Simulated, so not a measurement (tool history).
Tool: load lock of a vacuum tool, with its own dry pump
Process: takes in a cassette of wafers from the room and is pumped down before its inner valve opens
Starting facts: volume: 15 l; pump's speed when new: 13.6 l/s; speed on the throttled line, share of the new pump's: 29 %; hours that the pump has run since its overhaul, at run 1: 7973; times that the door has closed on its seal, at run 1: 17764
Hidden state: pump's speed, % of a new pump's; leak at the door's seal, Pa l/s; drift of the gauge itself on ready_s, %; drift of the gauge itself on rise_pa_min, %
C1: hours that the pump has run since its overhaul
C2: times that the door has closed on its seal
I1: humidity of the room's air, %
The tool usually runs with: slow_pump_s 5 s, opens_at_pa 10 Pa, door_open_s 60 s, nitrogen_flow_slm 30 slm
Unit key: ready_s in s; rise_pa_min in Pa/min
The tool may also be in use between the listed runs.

Run 1, hour 0.0: usual settings; C1 7973; C2 17764; I1 43.6. Result: ready_s 14.5 s, rise_pa_min 0.174 Pa/min.
Run 2, hour 119.2: usual settings but slow_pump_s 6 s; C1 8092; C2 18335; I1 42.9. Result: ready_s 15.5 s, rise_pa_min 0.176 Pa/min.
Run 3, hour 211.5: usual settings but slow_pump_s 6 s; C1 8184; C2 18777; I1 44.8. Result: ready_s 14.8 s, rise_pa_min 0.192 Pa/min.
Run 4, hour 423.9: usual settings but slow_pump_s 6 s; C1 8397; C2 19794; I1 46.1. Result: ready_s 15.1 s, rise_pa_min 0.190 Pa/min.
Run 5, hour 545.7: usual settings but opens_at_pa 15 Pa; C1 8518; C2 20377; I1 44.0. Result: ready_s 14.0 s, rise_pa_min 0.203 Pa/min.
Run 6, hour 725.0: usual settings but opens_at_pa 15 Pa; C1 8698; C2 21235; I1 44.5. Result: ready_s 14.3 s, rise_pa_min 0.213 Pa/min.
At hour 821.9: door's seal changed, seat wiped.
Run 7, hour 926.1: usual settings but opens_at_pa 15 Pa, nitrogen_flow_slm 44 slm; C1 8897; C2 499; I1 46.9. Result: ready_s 13.9 s, rise_pa_min 0.057 Pa/min.
Run 8, hour 1118.4: usual settings; C1 9090; C2 1419; I1 46.2. Result: ready_s 14.7 s, rise_pa_min 0.074 Pa/min.
Run 9, hour 1229.4: usual settings; C1 9201; C2 1951; I1 49.6. Result: ready_s 14.6 s, rise_pa_min 0.075 Pa/min.
Run 10, hour 1387.0: usual settings; C1 9358; C2 2705; I1 48.5. Result: ready_s 14.5 s, rise_pa_min 0.075 Pa/min.
Run 11, hour 1513.9: usual settings; C1 9485; C2 3313; I1 45.4. Result: ready_s 14.8 s, rise_pa_min 0.075 Pa/min.
Run 12, hour 1628.7: usual settings but nitrogen_flow_slm 10 slm; C1 9600; C2 3863; I1 43.8. Result: ready_s 14.4 s, rise_pa_min 0.102 Pa/min.
Run 13, hour 1761.4: usual settings but nitrogen_flow_slm 10 slm; C1 9733; C2 4498; I1 42.4. Result: ready_s 14.7 s, rise_pa_min 0.105 Pa/min.
Run 14, hour 1923.9: usual settings but nitrogen_flow_slm 10 slm; C1 9895; C2 5276; I1 46.7. Result: ready_s 14.9 s, rise_pa_min 0.111 Pa/min.
Run 15, hour 2049.8: usual settings but nitrogen_flow_slm 10 slm; C1 10021; C2 5879; I1 45.6. Result: ready_s 14.6 s, rise_pa_min 0.117 Pa/min.
Run 16, hour 2249.4: usual settings but slow_pump_s 3 s, opens_at_pa 12 Pa, door_open_s 51 s, nitrogen_flow_slm 9 slm; C1 10221; C2 6834; I1 41.2. Result: ready_s 12.7 s, rise_pa_min 0.111 Pa/min.
Run 17, hour 2459.1: usual settings but door_open_s 39 s; C1 10430; C2 7838; I1 44.3. Result: ready_s 14.8 s, rise_pa_min 0.085 Pa/min.
Run 18, hour 2547.4: usual settings but door_open_s 39 s; C1 10519; C2 8261; I1 43.9. Result: ready_s 14.7 s, rise_pa_min 0.088 Pa/min.
Run 19, hour 2685.6: usual settings but door_open_s 39 s; C1 10657; C2 8923; I1 46.2. Result: ready_s 14.6 s, rise_pa_min 0.099 Pa/min.
Run 20, hour 2788.6: usual settings but slow_pump_s 4 s, door_open_s 27 s, nitrogen_flow_slm 5 slm; C1 10760; C2 9416; I1 44.9. Result: ready_s 14.4 s, rise_pa_min 0.108 Pa/min.
Run 21, hour 2997.0: usual settings but opens_at_pa 14 Pa; C1 10968; C2 10413; I1 45.2. Result: ready_s 14.0 s, rise_pa_min 0.106 Pa/min.
Run 22, hour 3163.8: usual settings but opens_at_pa 14 Pa; C1 11135; C2 11212; I1 44.6. Result: ready_s 14.4 s, rise_pa_min 0.117 Pa/min.
Run 23, hour 3324.9: usual settings but opens_at_pa 16 Pa, door_open_s 185 s; C1 11296; C2 11983; I1 44.7. Result: ready_s 14.3 s, rise_pa_min 0.166 Pa/min.
Run 24, hour 3412.0: usual settings but opens_at_pa 16 Pa, door_open_s 185 s; C1 11383; C2 12401; I1 46.9. Result: ready_s 14.2 s, rise_pa_min 0.179 Pa/min.
Run 25, hour 3561.3: usual settings but slow_pump_s 2 s, opens_at_pa 16 Pa, door_open_s 185 s; C1 11532; C2 13115; I1 44.0. Result: ready_s 11.8 s, rise_pa_min 0.181 Pa/min.
Run 26, hour 3701.6: usual settings but slow_pump_s 3 s, door_open_s 46 s, nitrogen_flow_slm 44 slm; C1 11673; C2 13787; I1 49.0. Result: ready_s 13.3 s, rise_pa_min 0.131 Pa/min.
Run 27, hour 3822.5: usual settings but slow_pump_s 2 s, opens_at_pa 14 Pa, door_open_s 83 s, nitrogen_flow_slm 8 slm; C1 11794; C2 14366; I1 45.2. Result: ready_s 11.8 s, rise_pa_min 0.190 Pa/min.
Run 28, hour 3945.8: usual settings but slow_pump_s 2 s, opens_at_pa 14 Pa, door_open_s 83 s, nitrogen_flow_slm 8 slm; C1 11917; C2 14956; I1 42.0. Result: ready_s 12.1 s, rise_pa_min 0.184 Pa/min.

Run by run, hidden condition taken away, random variation retained:
run  ready_s  rise_pa_min
  1     13.9        0.068
  2     14.8        0.063
  3     14.2        0.074
  4     14.5        0.061
  5     13.4        0.068
  6     13.6        0.067
  7     13.2        0.059
  8     14.0        0.073
  9     13.9        0.072
 10     13.7        0.070
 11     14.0        0.067
 12     13.6        0.093
 13     13.9        0.092
 14     14.1        0.095
 15     13.8        0.098
 16     11.9        0.088
 17     14.0        0.055
 18     13.9        0.056
 19     13.8        0.064
 20     13.5        0.070
 21     13.2        0.060
 22     13.6        0.067
 23     13.4        0.110
 24     13.3        0.120
 25     10.9        0.115
 26     12.4        0.059
 27     10.9        0.115
 28     11.1        0.104

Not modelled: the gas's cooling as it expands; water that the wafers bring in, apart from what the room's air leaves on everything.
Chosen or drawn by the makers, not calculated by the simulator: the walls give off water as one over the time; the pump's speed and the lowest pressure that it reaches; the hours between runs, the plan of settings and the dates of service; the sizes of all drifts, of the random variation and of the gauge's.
